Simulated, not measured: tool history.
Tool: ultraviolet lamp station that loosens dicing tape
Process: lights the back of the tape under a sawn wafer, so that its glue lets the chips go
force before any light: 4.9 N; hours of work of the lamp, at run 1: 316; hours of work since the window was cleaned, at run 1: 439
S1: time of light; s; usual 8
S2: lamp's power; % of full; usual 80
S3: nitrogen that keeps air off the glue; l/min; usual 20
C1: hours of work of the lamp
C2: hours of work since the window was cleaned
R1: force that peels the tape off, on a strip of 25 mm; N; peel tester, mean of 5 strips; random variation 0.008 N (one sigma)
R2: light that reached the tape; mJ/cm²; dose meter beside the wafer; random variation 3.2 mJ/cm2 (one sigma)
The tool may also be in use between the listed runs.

| run | hour | S1 | S2 | S3 | C1 | C2 | R1 | R2 |
|---|---|---|---|---|---|---|---|---|
| 1 | 0.0 | 8 | 80 | 20 | 316 | 439 | 0.453 | 422 |
| 2 | 68.2 | 7 | 80 | 20 | 346 | 469 | 0.584 | 364 |
| 3 | 124.2 | 8 | 84 | 20 | 371 | 494 | 0.409 | 433 |
| 4 | 162.9 | 8 | 84 | 20 | 388 | 512 | 0.433 | 429 |
| 5 | 190.8 | 8 | 84 | 20 | 401 | 524 | 0.441 | 424 |
|  | 200.4 | window cleaned of glue's vapour |
| 6 | 253.8 | 8 | 84 | 20 | 429 | 24 | 0.347 | 470 |
| 7 | 309.4 | 8 | 84 | 20 | 454 | 49 | 0.358 | 464 |
| 8 | 346.4 | 8 | 84 | 20 | 470 | 65 | 0.370 | 459 |
| 9 | 403.0 | 8 | 84 | 20 | 495 | 90 | 0.369 | 457 |
| 10 | 437.3 | 8 | 84 | 20 | 511 | 106 | 0.393 | 458 |
| 11 | 496.6 | 8 | 84 | 20 | 537 | 132 | 0.401 | 446 |
| 12 | 530.7 | 8 | 84 | 20 | 552 | 147 | 0.403 | 445 |
| 13 | 574.4 | 8 | 80 | 20 | 572 | 167 | 0.427 | 420 |
| 14 | 607.3 | 8 | 80 | 20 | 587 | 182 | 0.431 | 418 |
| 15 | 636.5 | 8 | 80 | 20 | 600 | 195 | 0.430 | 416 |
| 16 | 668.3 | 12 | 80 | 20 | 614 | 209 | 0.209 | 621 |
| 17 | 704.5 | 4 | 80 | 20 | 630 | 225 | 1.468 | 206 |
| 18 | 750.1 | 6 | 80 | 20 | 650 | 245 | 0.803 | 308 |
| 19 | 812.4 | 11 | 80 | 20 | 678 | 273 | 0.242 | 551 |
| 20 | 851.5 | 11 | 80 | 20 | 696 | 291 | 0.254 | 541 |
| 21 | 888.7 | 11 | 80 | 20 | 712 | 307 | 0.253 | 538 |
| 22 | 929.7 | 11 | 80 | 20 | 731 | 326 | 0.256 | 540 |
| 23 | 974.9 | 10 | 88 | 12 | 751 | 346 | 0.423 | 532 |
| 24 | 1010.6 | 10 | 88 | 37 | 767 | 362 | 0.164 | 532 |
| 25 | 1054.8 | 5 | 97 | 8 | 786 | 381 | 1.496 | 293 |
| 26 | 1091.2 | 5 | 93 | 8 | 803 | 398 | 1.585 | 272 |
| 27 | 1143.8 | 5 | 93 | 8 | 826 | 421 | 1.648 | 274 |
| 28 | 1185.8 | 5 | 93 | 8 | 845 | 440 | 1.615 | 271 |
| 29 | 1231.7 | 15 | 99 | 31 | 865 | 460 | 0.101 | 855 |
| 30 | 1266.3 | 7 | 65 | 29 | 881 | 476 | 0.847 | 258 |
| 31 | 1297.8 | 7 | 64 | 18 | 895 | 490 | 1.158 | 256 |
| 32 | 1346.9 | 7 | 70 | 21 | 917 | 512 | 0.927 | 275 |
|  | 1380.6 | window cleaned of glue's vapour |
| 33 | 1407.7 | 7 | 78 | 21 | 944 | 12 | 0.660 | 337 |
| 34 | 1438.6 | 8 | 80 | 34 | 958 | 26 | 0.334 | 395 |
| 35 | 1501.4 | 8 | 80 | 7 | 986 | 54 | 1.123 | 389 |
| 36 | 1531.0 | 5 | 75 | 12 | 999 | 67 | 1.659 | 227 |
| 37 | 1580.6 | 8 | 72 | 20 | 1021 | 89 | 0.662 | 345 |
| 38 | 1626.7 | 5 | 80 | 20 | 1042 | 110 | 1.212 | 238 |
| 39 | 1684.0 | 5 | 92 | 20 | 1067 | 135 | 1.002 | 269 |
| 40 | 1713.8 | 5 | 92 | 20 | 1080 | 149 | 0.982 | 265 |
| 41 | 1752.9 | 8 | 67 | 20 | 1098 | 166 | 0.803 | 309 |
| 42 | 1821.2 | 9 | 83 | 19 | 1128 | 197 | 0.452 | 431 |

Some steps in R1 between neighbouring runs. How much of each would the tool show without its hidden state too (settings, what came in, random variation), and how much is left for the hidden state, with any gauge scatter that isn't in both results?
The hidden state here: lamp's light, % of a new lamp's; light that the window lets through, % of a clean one's; drift of the gauge itself on peel_n, %; drift of the gauge itself on dose_mj_cm2, %.
Run 16 -> 17: S1 12 -> 4. R1 +1.259 N: hidden state +0.263, all else +0.996.
Run 24 -> 25: S1 10 -> 5, S2 88 -> 97, S3 37 -> 8. R1 +1.332 N: hidden state +0.377, all else +0.955.
Run 28 -> 29: S1 5 -> 15, S2 93 -> 99, S3 8 -> 31. R1 -1.514 N: hidden state -0.472, all else -1.042.
Run 29 -> 30: S1 15 -> 7, S2 99 -> 65, S3 31 -> 29. R1 +0.746 N: hidden state +0.358, all else +0.388.

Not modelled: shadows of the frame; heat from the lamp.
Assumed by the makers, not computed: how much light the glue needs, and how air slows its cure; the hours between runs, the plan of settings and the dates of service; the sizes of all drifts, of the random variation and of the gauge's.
